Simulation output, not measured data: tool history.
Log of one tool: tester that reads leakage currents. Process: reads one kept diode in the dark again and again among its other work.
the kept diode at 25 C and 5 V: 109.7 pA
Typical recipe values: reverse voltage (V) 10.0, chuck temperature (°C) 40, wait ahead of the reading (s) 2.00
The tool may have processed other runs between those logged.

run,hour,reverse voltage (V),chuck temperature (°C),wait ahead of the reading (s),current that the tester gives (pA)
1,0.0,10.0,40,2.00,480.56
2,128.8,10.0,40,2.00,478.72
3,261.7,10.0,40,2.00,474.90
4,405.8,10.0,40,2.00,475.72
5,508.1,10.0,40,0.86,475.32
6,586.5,10.0,40,9.43,473.70
7,706.8,10.0,40,9.43,471.22
# hour 751.1: chuck's temperature calibrated
8,822.7,10.0,40,9.43,496.13
9,944.4,10.0,40,9.43,495.09
10,1078.5,10.0,40,2.00,496.18
11,1157.0,10.0,51,2.00,1096.66
12,1251.5,12.6,28,0.32,221.00
13,1345.8,1.2,43,4.34,213.65
14,1452.7,1.2,43,4.34,212.58
15,1603.8,12.0,38,8.81,458.67
16,1735.6,10.0,30,0.34,225.66
17,1861.5,5.1,40,0.46,344.68
18,1967.3,1.5,36,4.26,137.65
19,2089.3,15.5,32,0.94,322.12
20,2165.7,15.5,32,0.94,322.50
21,2278.5,15.5,32,0.94,320.27
22,2370.1,8.8,40,8.94,445.99

A few steps of current that the tester gives (pA) between consecutive runs. Split each: what settings, incoming material and random variation would produce without the hidden state, and what is left over for the hidden state, along with gauge scatter present in only one of the two compared results (measured, and without hidden state):
Hidden conditions of the tool in this case: stray current of the dirty probe card, pA a volt; current scale over the true one, %; true chuck temperature over the reading, C; drift of the gauge itself on leakage_pa, %.
Run 7 -> 8: chuck's temperature calibrated. current that the tester gives (pA) +24.91: hidden state +28.18, all else -3.27.
Run 10 -> 11: chuck temperature (°C) 40 -> 51. current that the tester gives (pA) +600.48: hidden state -17.48, all else +617.96.
Run 11 -> 12: reverse voltage (V) 10.0 -> 12.6, chuck temperature (°C) 51 -> 28, wait ahead of the reading (s) 2.00 -> 0.32. current that the tester gives (pA) -875.66: hidden state +23.53, all else -899.19.
